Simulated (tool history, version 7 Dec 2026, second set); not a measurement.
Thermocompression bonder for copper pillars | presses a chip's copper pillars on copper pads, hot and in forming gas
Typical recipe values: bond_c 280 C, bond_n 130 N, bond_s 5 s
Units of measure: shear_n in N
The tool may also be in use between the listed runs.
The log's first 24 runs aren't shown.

{"run": 25, "hour": 218.0, "bond_c": 254, "bond_n": 118, "bond_s": 4, "shear_n": 70.7}
{"run": 26, "hour": 226.6, "bond_c": 277, "bond_n": 123, "bond_s": 15, "shear_n": 133}
{"run": 27, "hour": 231.8, "bond_c": 280, "bond_n": 152, "bond_s": 10, "shear_n": 135.4}
{"run": 28, "hour": 242.5, "bond_c": 280, "bond_n": 139, "bond_s": 5, "shear_n": 112}
{"run": 29, "hour": 249.9, "bond_c": 280, "bond_n": 139, "bond_s": 5, "shear_n": 115.8}
{"run": 30, "hour": 256.9, "bond_c": 298, "bond_n": 151, "bond_s": 5, "shear_n": 133.1}
{"run": 31, "hour": 263.6, "bond_c": 298, "bond_n": 151, "bond_s": 11, "shear_n": 147.7}
{"run": 32, "hour": 274.5, "bond_c": 298, "bond_n": 151, "bond_s": 11, "shear_n": 146.3}
{"run": 33, "hour": 284.0, "bond_c": 262, "bond_n": 130, "bond_s": 3, "shear_n": 77}
{"run": 34, "hour": 291.1, "bond_c": 262, "bond_n": 130, "bond_s": 3, "shear_n": 76.3}
{"run": 35, "hour": 301.2, "bond_c": 262, "bond_n": 130, "bond_s": 3, "shear_n": 77.9}
{"run": 36, "hour": 309.9, "bond_c": 276, "bond_n": 106, "bond_s": 10, "shear_n": 112.5}
{"run": 37, "hour": 322.4, "bond_c": 280, "bond_n": 138, "bond_s": 5, "shear_n": 113.9}
{"run": 38, "hour": 330.0, "bond_c": 280, "bond_n": 138, "bond_s": 5, "shear_n": 116.1}
{"run": 39, "hour": 341.9, "bond_c": 252, "bond_n": 138, "bond_s": 5, "shear_n": 85.4}
{"run": 40, "hour": 351.3, "bond_c": 302, "bond_n": 163, "bond_s": 3, "shear_n": 126.2}
{"run": 41, "hour": 360.6, "bond_c": 301, "bond_n": 146, "bond_s": 4, "shear_n": 126.6}

Each row is a separate what-if for the run after 41, all from the same tool condition, not one after another. Results?
{"run": "A", "hour": 371.9, "bond_c": 298, "bond_n": 123, "bond_s": 5, "shear_n": "?"}
{"run": "B", "hour": 371.9, "bond_c": 304, "bond_n": 130, "bond_s": 10, "shear_n": "?"}
{"run": "C", "hour": 371.9, "bond_c": 301, "bond_n": 113, "bond_s": 4, "shear_n": "?"}

run=A shear_n=122.8
run=B shear_n=141.3
run=C shear_n=115.5
Stripped of hidden state, with their random variation kept, the same runs would have yielded:
run=A shear_n=123.1
run=B shear_n=141.7
run=C shear_n=115.8
